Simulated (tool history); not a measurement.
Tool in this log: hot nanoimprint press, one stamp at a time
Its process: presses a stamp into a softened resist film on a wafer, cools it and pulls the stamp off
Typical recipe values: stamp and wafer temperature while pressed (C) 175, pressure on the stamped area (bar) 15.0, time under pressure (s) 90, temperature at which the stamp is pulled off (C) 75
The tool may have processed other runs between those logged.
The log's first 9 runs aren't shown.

run,hour,stamp and wafer temperature while pressed (C),pressure on the stamped area (bar),time under pressure (s),temperature at which the stamp is pulled off (C),resist left under the stamp's widest pad (angstrom),greatest force while the stamp is pulled off (N)
10,151.3,175,19.4,90,75,1734,128
11,161.5,175,15.0,69,75,2134,128
12,177.7,175,15.0,69,75,2126,134
13,188.8,176,15.0,90,75,1875,129
14,204.7,176,15.0,90,75,1861,133
15,222.5,175,15.0,150,75,1592,132
16,232.6,175,15.0,150,75,1589,133
17,247.2,175,18.6,164,72,1394,131
18,265.5,175,10.8,167,72,1761,135
19,285.9,175,10.8,167,72,1762,137
20,303.7,175,13.2,90,81,2050,126
21,325.2,168,15.0,90,75,2483,130
22,345.9,170,13.9,154,72,1996,138
23,364.0,171,21.9,90,68,1926,142
24,381.5,177,15.0,90,78,1808,123
25,390.9,177,15.0,90,78,1816,129
26,402.9,175,9.4,72,77,2523,125
27,412.5,184,21.0,143,67,974,137
28,425.5,171,21.0,92,75,1967,131
29,442.4,171,21.0,104,75,1869,131
30,464.5,171,21.0,104,74,1880,133

Branching from run 30: 3 alternative next runs. What would each branch give?
A,476.8,175,17.2,98,75,?,?
B,476.8,167,21.0,58,70,?,?
C,476.8,183,15.0,90,75,?,?

run,resist left under the stamp's widest pad (angstrom),greatest force while the stamp is pulled off (N)
A,1783,124
B,2606,130
C,1474,131
Without the tool's hidden state the same runs would have given:
run,resist left under the stamp's widest pad (angstrom),greatest force while the stamp is pulled off (N)
A,1749,123
B,2557,128
C,1446,129
